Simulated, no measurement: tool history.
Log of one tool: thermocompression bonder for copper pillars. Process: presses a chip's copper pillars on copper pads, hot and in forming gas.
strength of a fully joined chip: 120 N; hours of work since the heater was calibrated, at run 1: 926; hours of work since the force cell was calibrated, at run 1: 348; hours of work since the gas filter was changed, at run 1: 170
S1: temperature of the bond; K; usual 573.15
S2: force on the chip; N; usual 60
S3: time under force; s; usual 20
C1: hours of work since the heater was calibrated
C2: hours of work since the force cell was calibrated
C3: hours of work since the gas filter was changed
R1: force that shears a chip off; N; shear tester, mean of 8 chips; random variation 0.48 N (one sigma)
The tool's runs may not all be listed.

Run 1, day 0: usual settings; C1 926; C2 348; C3 170. Result: R1 56 N.
At day 0.658: forming gas filter changed.
Run 2, day 1.512: usual settings; C1 953; C2 375; C3 15. Result: R1 57.3 N.
Run 3, day 4.517: usual settings; C1 1007; C2 429; C3 69. Result: R1 58 N.
Run 4, day 6.829: usual settings; C1 1048; C2 471; C3 111. Result: R1 56.8 N.
Run 5, day 9.129: usual settings but S3 45 s; C1 1090; C2 512; C3 153. Result: R1 74 N.
At day 10.583: forming gas filter changed.
Run 6, day 11.954: usual settings but S3 45 s; C1 1140; C2 562; C3 25. Result: R1 76 N.
Run 7, day 14.3: usual settings but S3 45 s; C1 1182; C2 605; C3 67. Result: R1 74.8 N.
Run 8, day 15.738: usual settings but S3 45 s; C1 1208; C2 631; C3 93. Result: R1 75.6 N.
Run 9, day 17.138: usual settings but S2 62 N, S3 45 s; C1 1234; C2 656; C3 118. Result: R1 76.4 N.
Run 10, day 19.862: usual settings but S2 62 N, S3 45 s; C1 1283; C2 705; C3 167. Result: R1 76.3 N.
At day 20.696: forming gas filter changed.
Run 11, day 22.683: usual settings; C1 1333; C2 755; C3 36. Result: R1 58.4 N.
At day 23.833: heater calibrated with a thermocouple chip.
Run 12, day 24.625: usual settings; C1 14; C2 789; C3 69. Result: R1 51.1 N.
Run 13, day 26.3: usual settings but S1 561.15 K, S3 18 s; C1 44; C2 819; C3 99. Result: R1 40.8 N.

Run 14 comes next. What will it give?
Run 14, day 28.392: usual settings but S1 549.15 K, S3 15 s; C1 82; C2 856; C3 137. Result: R1 ?.

R1: 30.2 N
Without the tool's hidden state the same run would have given R1 32 N.
